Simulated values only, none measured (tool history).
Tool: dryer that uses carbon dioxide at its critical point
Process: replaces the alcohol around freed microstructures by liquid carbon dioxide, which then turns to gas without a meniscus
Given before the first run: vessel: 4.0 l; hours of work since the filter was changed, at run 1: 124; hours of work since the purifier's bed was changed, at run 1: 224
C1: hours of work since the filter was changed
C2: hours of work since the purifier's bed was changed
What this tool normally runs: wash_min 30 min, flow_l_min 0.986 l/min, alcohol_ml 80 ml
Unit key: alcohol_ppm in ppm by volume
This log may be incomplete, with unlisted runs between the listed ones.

Run 1, day 0.000: usual settings; C1 124; C2 224. Result: alcohol_ppm 153 ppm by volume.
Run 2, day 0.300: usual settings; C1 128; C2 228. Result: alcohol_ppm 143 ppm by volume.
Run 3, day 0.812: usual settings; C1 136; C2 236. Result: alcohol_ppm 165 ppm by volume.
Run 4, day 1.362: usual settings but flow_l_min 0.930 l/min; C1 145; C2 245. Result: alcohol_ppm 221 ppm by volume.
Run 5, day 1.654: usual settings but flow_l_min 1.330 l/min; C1 149; C2 249. Result: alcohol_ppm 57 ppm by volume.
Run 6, day 2.079: usual settings but flow_l_min 1.330 l/min; C1 156; C2 256. Result: alcohol_ppm 55 ppm by volume.
Run 7, day 2.567: usual settings but alcohol_ml 51 ml; C1 163; C2 264. Result: alcohol_ppm 122 ppm by volume.
Run 8, day 2.896: usual settings but flow_l_min 0.603 l/min, alcohol_ml 51 ml; C1 169; C2 269. Result: alcohol_ppm 725 ppm by volume.
Run 9, day 3.150: usual settings but wash_min 38 min, flow_l_min 0.603 l/min, alcohol_ml 51 ml; C1 172; C2 273. Result: alcohol_ppm 375 ppm by volume.
Run 10, day 3.471: usual settings but wash_min 20 min, flow_l_min 1.035 l/min, alcohol_ml 51 ml; C1 177; C2 278. Result: alcohol_ppm 453 ppm by volume.
Run 11, day 3.929: usual settings but flow_l_min 0.738 l/min; C1 185; C2 285. Result: alcohol_ppm 623 ppm by volume.
Run 12, day 4.333: usual settings but wash_min 24 min, flow_l_min 1.542 l/min, alcohol_ml 44 ml; C1 191; C2 291. Result: alcohol_ppm 59 ppm by volume.
Run 13, day 4.629: usual settings but wash_min 20 min, alcohol_ml 25 ml; C1 195; C2 296. Result: alcohol_ppm 283 ppm by volume.
Run 14, day 5.008: usual settings but wash_min 25 min, alcohol_ml 97 ml; C1 201; C2 301. Result: alcohol_ppm 477 ppm by volume.
Run 15, day 5.333: usual settings but wash_min 25 min, alcohol_ml 97 ml; C1 206; C2 306. Result: alcohol_ppm 497 ppm by volume.
Run 16, day 5.762: usual settings but wash_min 36 min, flow_l_min 0.930 l/min, alcohol_ml 45 ml; C1 213; C2 313. Result: alcohol_ppm 96 ppm by volume.
Run 17, day 6.088: usual settings but wash_min 35 min, flow_l_min 1.247 l/min, alcohol_ml 22 ml; C1 218; C2 318. Result: alcohol_ppm 41 ppm by volume.

Measured less the same run without the tool's hidden state. The same run-to-run variation is in both; the gauge's scatter may not be:
Hidden state present: flow that reaches the vessel past the clogged filter, %; alcohol in the recycled carbon dioxide, ppm; drift of the gauge itself on alcohol_ppm, %.
run  alcohol_ppm
  1          +72
  2          +72
  3          +78
  4         +102
  5          +37
  6          +38
  7          +70
  8         +241
  9         +159
 10         +184
 11         +264
 12          +43
 13         +126
 14         +241
 15         +253
 16          +65
 17          +35
